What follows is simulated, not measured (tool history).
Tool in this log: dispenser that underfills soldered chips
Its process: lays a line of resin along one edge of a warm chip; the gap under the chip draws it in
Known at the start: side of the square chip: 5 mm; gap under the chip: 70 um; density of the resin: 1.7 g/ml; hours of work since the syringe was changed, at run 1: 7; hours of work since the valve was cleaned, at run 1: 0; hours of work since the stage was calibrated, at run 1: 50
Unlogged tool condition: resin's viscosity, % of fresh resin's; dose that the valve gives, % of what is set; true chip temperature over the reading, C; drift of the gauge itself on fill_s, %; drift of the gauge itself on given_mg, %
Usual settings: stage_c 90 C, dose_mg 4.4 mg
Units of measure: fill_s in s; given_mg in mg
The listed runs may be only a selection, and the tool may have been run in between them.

run	hour	stage_c	dose_mg	hours of work since the syringe was changed	hours of work since the valve was cleaned	hours of work since the stage was calibrated	fill_s	given_mg
1	0	90	4.4	7	0	50	32	4.4
# hour 2.8: new syringe of resin
2	4.8	90	4.78	1	4	53	20.9	4.76
3	8	90	4.03	4	6	56	25.8	4
4	11.1	90	4.4	6	8	58	30.8	4.37
# hour 15.3: new syringe of resin
5	16.5	90	4.4	1	12	62	21.2	4.38
6	19.3	90	5.05	3	14	64	23.2	4.99
7	24.1	90	5.05	7	18	67	29.7	5.01
# hour 27.8: new syringe of resin
8	28.3	90	5.05	0	21	70	20.5	5.03
9	30.6	103	4.52	2	22	72	14.8	4.46
10	35.5	103	4.52	6	26	76	19.5	4.46
11	38.7	103	4.52	8	28	78	23.2	4.47
# hour 40.1: new syringe of resin
12	42.6	90	3.91	2	31	81	23	3.84
13	44.7	100	5.34	3	33	82	19	5.22
14	48.6	100	5.34	6	35	85	22.8	5.25

The next listed run, before its measurement:
# hour 52.8: new syringe of resin
15	53.5	91	4.56	1	39	89	?	?

Run 15 produced fill_s 20.2 s, given_mg 4.45 mg.
Without the tool's hidden state the same run would have given fill_s 19.9 s, given_mg 4.54 mg.
